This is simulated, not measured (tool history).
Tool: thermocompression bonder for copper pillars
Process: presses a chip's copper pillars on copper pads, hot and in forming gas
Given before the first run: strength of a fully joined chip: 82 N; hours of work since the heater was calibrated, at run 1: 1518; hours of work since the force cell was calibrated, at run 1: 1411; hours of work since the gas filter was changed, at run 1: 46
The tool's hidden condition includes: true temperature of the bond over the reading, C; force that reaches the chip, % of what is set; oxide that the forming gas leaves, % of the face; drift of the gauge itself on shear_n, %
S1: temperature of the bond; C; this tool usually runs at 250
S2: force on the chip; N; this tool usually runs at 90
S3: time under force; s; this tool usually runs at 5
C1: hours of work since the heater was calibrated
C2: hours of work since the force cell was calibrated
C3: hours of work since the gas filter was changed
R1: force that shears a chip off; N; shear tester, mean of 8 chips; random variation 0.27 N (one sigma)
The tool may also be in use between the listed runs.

run 1 hour=0.0 | S1=250 S2=90 S3=5 | C1=1518 C2=1411 C3=46 | R1=48.9
run 2 hour=39.3 | S1=250 S2=90 S3=5 | C1=1545 C2=1438 C3=73 | R1=48.5
run 3 hour=63.0 | S1=250 S2=90 S3=5 | C1=1561 C2=1454 C3=89 | R1=48.3
-- hour=86.8 heater calibrated with a thermocouple chip
run 4 hour=99.6 | S1=250 S2=90 S3=5 | C1=9 C2=1478 C3=113 | R1=43.1
run 5 hour=152.7 | S1=250 S2=90 S3=5 | C1=45 C2=1514 C3=149 | R1=42.3
run 6 hour=203.3 | S1=250 S2=90 S3=5 | C1=80 C2=1549 C3=183 | R1=41.7
-- hour=208.9 forming gas filter changed
run 7 hour=232.8 | S1=250 S2=90 S3=5 | C1=100 C2=1569 C3=16 | R1=45.7
run 8 hour=285.7 | S1=250 S2=90 S3=5 | C1=136 C2=1605 C3=53 | R1=44.9
run 9 hour=331.0 | S1=250 S2=90 S3=5 | C1=167 C2=1636 C3=84 | R1=44.8
run 10 hour=367.8 | S1=250 S2=90 S3=5 | C1=192 C2=1661 C3=109 | R1=43.7
-- hour=384.1 force cell calibrated
run 11 hour=402.1 | S1=250 S2=90 S3=5 | C1=214 C2=12 C3=131 | R1=44.7
run 12 hour=424.8 | S1=250 S2=87 S3=5 | C1=230 C2=28 C3=147 | R1=43.6
run 13 hour=478.1 | S1=250 S2=87 S3=5 | C1=266 C2=64 C3=183 | R1=42.6
-- hour=483.1 forming gas filter changed
run 14 hour=508.7 | S1=252 S2=102 S3=8 | C1=287 C2=85 C3=17 | R1=58.2
run 15 hour=555.1 | S1=271 S2=90 S3=5 | C1=319 C2=117 C3=49 | R1=60.0
run 16 hour=603.3 | S1=264 S2=135 S3=3 | C1=352 C2=150 C3=82 | R1=55.0
run 17 hour=627.8 | S1=267 S2=100 S3=11 | C1=368 C2=166 C3=99 | R1=67.9

Forecast run 18:
run 18 hour=676.0 | S1=264 S2=95 S3=6 | C1=401 C2=199 C3=132 | R1=?

Run 18 gave R1 57.5 N.
Take away the tool's hidden state, keep the run-to-run variation as it was, and the same run would have given R1 59.8 N.
